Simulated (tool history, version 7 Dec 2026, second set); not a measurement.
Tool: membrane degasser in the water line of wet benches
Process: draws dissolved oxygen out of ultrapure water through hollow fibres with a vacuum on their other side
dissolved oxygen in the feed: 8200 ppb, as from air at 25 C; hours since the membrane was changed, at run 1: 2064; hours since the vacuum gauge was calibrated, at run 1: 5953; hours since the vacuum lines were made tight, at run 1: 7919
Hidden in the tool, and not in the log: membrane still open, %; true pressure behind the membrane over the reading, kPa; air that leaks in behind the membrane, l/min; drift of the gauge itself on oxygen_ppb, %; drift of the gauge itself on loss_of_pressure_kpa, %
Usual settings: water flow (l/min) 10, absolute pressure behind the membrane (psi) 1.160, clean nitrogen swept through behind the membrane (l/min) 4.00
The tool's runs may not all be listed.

run,hour,water flow (l/min),absolute pressure behind the membrane (psi),clean nitrogen swept through behind the membrane (l/min),hours since the membrane was changed,hours since the vacuum gauge was calibrated,hours since the vacuum lines were made tight,dissolved oxygen in the water behind the degasser (ppb),pressure that the water loses in the fibres (psi)
1,0.0,10,1.160,4.00,2064,5953,7919,141.7,7.916
2,104.5,10,1.160,4.00,2169,6057,8023,141.2,7.877
3,257.4,10,1.160,4.00,2322,6210,8176,140.1,7.945
4,359.0,10,1.160,4.00,2423,6312,8278,142.6,7.899
5,463.7,10,1.160,4.00,2528,6416,8382,141.2,7.957
6,546.9,13,1.160,4.00,2611,6499,8466,230.2,10.299
7,676.6,13,2.470,4.00,2741,6629,8595,303.0,10.354
8,767.2,13,2.470,4.00,2831,6720,8686,300.9,10.290
9,907.9,13,2.470,4.00,2972,6860,8827,300.1,10.369
10,1065.4,13,2.470,4.00,3130,7018,8984,304.7,10.244
11,1181.7,10,2.445,4.00,3246,7134,9100,191.1,7.977
12,1268.4,9,1.160,4.00,3333,7221,9187,113.2,7.147
13,1373.5,9,1.160,4.00,3438,7326,9292,114.4,7.146
# hour 1444.6: vacuum gauge calibrated
14,1535.0,9,1.160,4.00,3599,90,9453,114.4,7.149
15,1606.5,9,1.160,4.00,3670,162,9525,114.8,7.139
16,1760.1,9,1.160,4.00,3824,316,9678,111.9,7.059
17,1830.7,7,2.308,5.62,3894,386,9749,83.8,5.507
18,1981.6,7,1.160,4.00,4045,537,9900,65.8,5.511
19,2128.2,9,0.808,8.43,4192,684,10046,93.8,7.082
20,2200.7,10,1.842,4.00,4264,756,10119,170.3,7.839

Run 21 comes next. What will it give?
21,2271.9,9,1.914,3.51,4336,827,10190,?,?

Run 21 gave dissolved oxygen in the water behind the degasser (ppb) 147.3, pressure that the water loses in the fibres (psi) 7.053.
Without the tool's hidden state the same run would have given dissolved oxygen in the water behind the degasser (ppb) 147.1, pressure that the water loses in the fibres (psi) 7.134.
